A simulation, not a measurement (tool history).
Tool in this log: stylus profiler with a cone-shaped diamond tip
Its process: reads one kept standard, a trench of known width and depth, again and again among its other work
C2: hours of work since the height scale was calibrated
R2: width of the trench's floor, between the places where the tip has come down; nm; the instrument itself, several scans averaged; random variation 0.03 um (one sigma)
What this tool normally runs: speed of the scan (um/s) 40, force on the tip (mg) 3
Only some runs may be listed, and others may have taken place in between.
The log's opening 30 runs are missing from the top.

run 31 hour=2812.1 | speed_of_the_scan_(um/s)=15 force_on_the_tip_(mg)=5.22 | scans_with_this_tip=17454 C2=122 | depth_of_the_trench_(Å)=5138.2 R2=45540
run 32 hour=2937.4 | speed_of_the_scan_(um/s)=31 force_on_the_tip_(mg)=1.53 | scans_with_this_tip=17881 C2=211 | depth_of_the_trench_(Å)=5061.4 R2=45420
run 33 hour=3018.5 | speed_of_the_scan_(um/s)=31 force_on_the_tip_(mg)=1.53 | scans_with_this_tip=18157 C2=268 | depth_of_the_trench_(Å)=5059.1 R2=45410
run 34 hour=3097.2 | speed_of_the_scan_(um/s)=15 force_on_the_tip_(mg)=1.07 | scans_with_this_tip=18426 C2=324 | depth_of_the_trench_(Å)=5047.5 R2=45520
run 35 hour=3223.5 | speed_of_the_scan_(um/s)=82 force_on_the_tip_(mg)=1.84 | scans_with_this_tip=18856 C2=413 | depth_of_the_trench_(Å)=5069.5 R2=45090
run 36 hour=3350.7 | speed_of_the_scan_(um/s)=82 force_on_the_tip_(mg)=6.01 | scans_with_this_tip=19289 C2=503 | depth_of_the_trench_(Å)=5151.9 R2=45320
run 37 hour=3422.1 | speed_of_the_scan_(um/s)=13 force_on_the_tip_(mg)=5.95 | scans_with_this_tip=19532 C2=553 | depth_of_the_trench_(Å)=5151 R2=45540
run 38 hour=3482.4 | speed_of_the_scan_(um/s)=37 force_on_the_tip_(mg)=5.81 | scans_with_this_tip=19738 C2=596 | depth_of_the_trench_(Å)=5149.9 R2=45450
run 39 hour=3590.5 | speed_of_the_scan_(um/s)=37 force_on_the_tip_(mg)=5.81 | scans_with_this_tip=20106 C2=672 | depth_of_the_trench_(Å)=5150.3 R2=45500
run 40 hour=3675.1 | speed_of_the_scan_(um/s)=12 force_on_the_tip_(mg)=1.41 | scans_with_this_tip=20394 C2=732 | depth_of_the_trench_(Å)=5056.8 R2=45510
run 41 hour=3754.1 | speed_of_the_scan_(um/s)=74 force_on_the_tip_(mg)=1.57 | scans_with_this_tip=20663 C2=788 | depth_of_the_trench_(Å)=5059.8 R2=45120
-- hour=3870.9 height scale calibrated on a step standard
run 42 hour=3880.9 | speed_of_the_scan_(um/s)=74 force_on_the_tip_(mg)=1.57 | scans_with_this_tip=21094 C2=7 | depth_of_the_trench_(Å)=5060.5 R2=45120
run 43 hour=3993.8 | speed_of_the_scan_(um/s)=15 force_on_the_tip_(mg)=2.15 | scans_with_this_tip=21478 C2=87 | depth_of_the_trench_(Å)=5076.1 R2=45570
run 44 hour=4108.2 | speed_of_the_scan_(um/s)=117 force_on_the_tip_(mg)=2.84 | scans_with_this_tip=21868 C2=168 | depth_of_the_trench_(Å)=5091.8 R2=45020
run 45 hour=4216.1 | speed_of_the_scan_(um/s)=117 force_on_the_tip_(mg)=2.84 | scans_with_this_tip=22236 C2=244 | depth_of_the_trench_(Å)=5093 R2=45060

Predict each of these 3 candidate next runs independently; none follows another, all start after run 45:
run A hour=4278.4 | speed_of_the_scan_(um/s)=64 force_on_the_tip_(mg)=3 | scans_with_this_tip=22448 C2=288 | depth_of_the_trench_(Å)=? R2=?
run B hour=4278.4 | speed_of_the_scan_(um/s)=15 force_on_the_tip_(mg)=2.31 | scans_with_this_tip=22448 C2=288 | depth_of_the_trench_(Å)=? R2=?
run C hour=4278.4 | speed_of_the_scan_(um/s)=37 force_on_the_tip_(mg)=2.67 | scans_with_this_tip=22448 C2=288 | depth_of_the_trench_(Å)=? R2=?

run=A depth_of_the_trench_(Å)=5094.4 R2=45260
run=B depth_of_the_trench_(Å)=5080.3 R2=45550
run=C depth_of_the_trench_(Å)=5088.6 R2=45320
What these runs would have given with no unlogged condition in the tool:
run=A depth_of_the_trench_(Å)=5094.5 R2=45280
run=B depth_of_the_trench_(Å)=5080.4 R2=45570
run=C depth_of_the_trench_(Å)=5088.6 R2=45340
